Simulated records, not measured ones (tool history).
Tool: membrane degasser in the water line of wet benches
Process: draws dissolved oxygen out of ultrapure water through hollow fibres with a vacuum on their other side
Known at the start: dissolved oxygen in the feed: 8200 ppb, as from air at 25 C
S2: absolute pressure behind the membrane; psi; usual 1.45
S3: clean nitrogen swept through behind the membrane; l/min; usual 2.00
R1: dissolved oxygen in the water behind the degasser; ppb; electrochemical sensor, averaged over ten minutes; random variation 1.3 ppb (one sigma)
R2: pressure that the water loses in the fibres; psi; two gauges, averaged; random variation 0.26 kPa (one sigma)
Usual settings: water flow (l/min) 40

Run 1, day 0.000: usual settings. Result: R1 311.8 ppb, R2 10.244 psi.
Run 2, day 7.496: usual settings. Result: R1 311.9 ppb, R2 10.235 psi.
Run 3, day 20.188: usual settings. Result: R1 311.6 ppb, R2 10.201 psi.
Run 4, day 25.338: usual settings. Result: R1 315.3 ppb, R2 10.305 psi.
Run 5, day 36.950: usual settings but S2 1.31 psi. Result: R1 270.7 ppb, R2 10.263 psi.
Run 6, day 45.550: usual settings but S2 1.31 psi. Result: R1 273.1 ppb, R2 10.321 psi.
Run 7, day 55.317: usual settings but S2 1.31 psi. Result: R1 273.0 ppb, R2 10.308 psi.
Run 8, day 67.612: usual settings but S2 1.31 psi. Result: R1 273.2 ppb, R2 10.317 psi.
Run 9, day 72.792: usual settings but S2 1.31 psi. Result: R1 273.7 ppb, R2 10.305 psi.
At day 78.883: seals of the vacuum lines changed.
At day 80.488: vacuum gauge calibrated.
Run 10, day 85.425: usual settings but S2 1.31 psi. Result: R1 264.4 ppb, R2 10.341 psi.
Run 11, day 96.017: usual settings but S2 1.31 psi. Result: R1 264.5 ppb, R2 10.319 psi.
Run 12, day 106.658: usual settings but S2 1.31 psi. Result: R1 265.3 ppb, R2 10.338 psi.
Run 13, day 117.058: usual settings but S2 1.31 psi. Result: R1 265.5 ppb, R2 10.409 psi.
Run 14, day 124.962: usual settings but S2 1.31 psi. Result: R1 267.6 ppb, R2 10.315 psi.
Run 15, day 132.079: usual settings but S2 1.31 psi. Result: R1 267.5 ppb, R2 10.337 psi.
Run 16, day 140.529: usual settings but water flow (l/min) 24, S2 1.31 psi. Result: R1 164.8 ppb, R2 6.225 psi.
Run 17, day 147.912: usual settings but water flow (l/min) 29, S2 1.67 psi. Result: R1 278.3 ppb, R2 7.549 psi.
Run 18, day 159.679: usual settings but water flow (l/min) 30, S2 1.04 psi, S3 2.77 l/min. Result: R1 108.1 ppb, R2 7.784 psi.
Run 19, day 168.667: usual settings but S2 2.15 psi, S3 3.04 l/min. Result: R1 355.6 ppb, R2 10.303 psi.
Run 20, day 178.421: usual settings but water flow (l/min) 55, S2 1.13 psi, S3 3.04 l/min. Result: R1 221.1 ppb, R2 14.359 psi.
Run 21, day 186.038: usual settings but water flow (l/min) 55, S2 1.13 psi, S3 3.04 l/min. Result: R1 220.8 ppb, R2 14.301 psi.
Run 22, day 197.100: usual settings but water flow (l/min) 55, S2 1.13 psi, S3 3.04 l/min. Result: R1 221.3 ppb, R2 14.283 psi.
Run 23, day 206.012: usual settings but S2 2.55 psi. Result: R1 619.8 ppb, R2 10.405 psi.
Run 24, day 215.912: usual settings but S2 1.29 psi. Result: R1 270.0 ppb, R2 10.383 psi.
Run 25, day 225.712: usual settings but S2 1.29 psi. Result: R1 269.0 ppb, R2 10.383 psi.
Run 26, day 234.871: usual settings but S2 2.20 psi, S3 3.34 l/min. Result: R1 342.7 ppb, R2 10.541 psi.
At day 235.588: vacuum gauge calibrated.
Run 27, day 241.267: usual settings but water flow (l/min) 34, S2 2.25 psi, S3 3.48 l/min. Result: R1 284.5 ppb, R2 8.917 psi.
Run 28, day 248.367: usual settings but water flow (l/min) 25, S2 2.25 psi, S3 3.48 l/min. Result: R1 213.0 ppb, R2 6.586 psi.
Run 29, day 258.121: usual settings but water flow (l/min) 25, S3 3.40 l/min. Result: R1 122.6 ppb, R2 6.551 psi.
Run 30, day 263.400: usual settings but water flow (l/min) 64, S2 2.19 psi, S3 4.39 l/min. Result: R1 427.6 ppb, R2 16.766 psi.

Forecast each of these 5 alternatives for the next run:
Run A, day 269.058: usual settings but water flow (l/min) 28, S2 2.57 psi, S3 4.39 l/min. Result: R1 ?, R2 ?.
Run B, day 269.058: usual settings but water flow (l/min) 64, S2 2.38 psi, S3 4.39 l/min. Result: R1 ?, R2 ?.
Run C, day 269.058: usual settings but water flow (l/min) 64, S2 0.96 psi, S3 2.74 l/min. Result: R1 ?, R2 ?.
Run D, day 269.058: usual settings but water flow (l/min) 30, S2 2.19 psi, S3 4.79 l/min. Result: R1 ?, R2 ?.
Run E, day 269.058: usual settings but water flow (l/min) 37, S2 1.42 psi, S3 2.88 l/min. Result: R1 ?, R2 ?.

run     R1      R2
  A  225.5   7.356
  B  469.3  16.798
  C  221.1  16.804
  D  184.7   7.899
  E  205.9   9.680
Without the tool's hidden state the same runs would have given:
run     R1      R2
  A  221.6   7.105
  B  459.0  16.224
  C  210.5  16.228
  D  181.1   7.630
  E  201.1   9.348
